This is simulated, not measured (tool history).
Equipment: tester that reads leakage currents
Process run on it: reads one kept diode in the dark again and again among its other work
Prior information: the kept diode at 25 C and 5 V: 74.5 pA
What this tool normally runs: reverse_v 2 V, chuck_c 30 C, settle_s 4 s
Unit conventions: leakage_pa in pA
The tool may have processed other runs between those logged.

run,hour,reverse_v,chuck_c,settle_s,leakage_pa
1,0,2,30,4,81.43
2,29.3,2,30,4,81.08
3,95.9,2,30,3.65,81.66
4,145.3,2,30,3.65,81.87
5,181,2,30,4.67,81.8
6,241.6,2,30,4.93,82.19
7,298.5,2,30,4,82.43
8,338.2,1.25,30,4,65.6
9,380.3,1.25,30,4,65.91
10,416.5,1.25,30,4,65.7
11,470.4,1.25,30,2.01,65.91
12,506.9,2,55,4,556.29
13,553.5,2,30,4,83.51
14,618,2,30,4,83.61
15,678.5,2,30,4,83.8
16,715.8,2,30,4,84.35
17,766.5,2,30,4,84.38
18,806.6,8.44,40,7.01,369.65
19,853.2,7.55,27,1.54,132.95
20,882.5,7.55,27,1.54,133.17
21,912.2,2,22,0.43,45.35
22,951.7,2,22,0.43,45.58
23,1018.9,11.65,30,2.12,210.76
24,1077.1,2,30,9.94,85.14
25,1120.8,5.98,30,1,150.01
26,1174.4,7.06,29,1.33,152.81
27,1217.4,10.21,29,4.35,185.45
28,1258.8,10.21,29,4.35,186.39
# hour 1289.7: probe card cleaned and baked
29,1305.9,10.21,29,4.35,159.24
30,1356,11.09,30,1.14,182.82
31,1409.8,4.4,30,0.73,119.12
32,1444.9,2,30,2.82,81.38
33,1488.8,18.92,31,0.54,260.8
34,1520.5,1.3,55,3.33,461.05

What if the next run were any one of these 4? Each begins from the tool's condition after run 34:
A,1582.5,2,30,0.44,?
B,1582.5,1.23,36,7.75,?
C,1582.5,2,35,4,?
D,1582.5,10.35,23,4,?

run,leakage_pa
A,82.63
B,106.48
C,124.15
D,99.29
Take away the tool's hidden state, keep each run's random variation, and the runs would have read:
run,leakage_pa
A,75.41
B,97.78
C,113.8
D,88.22
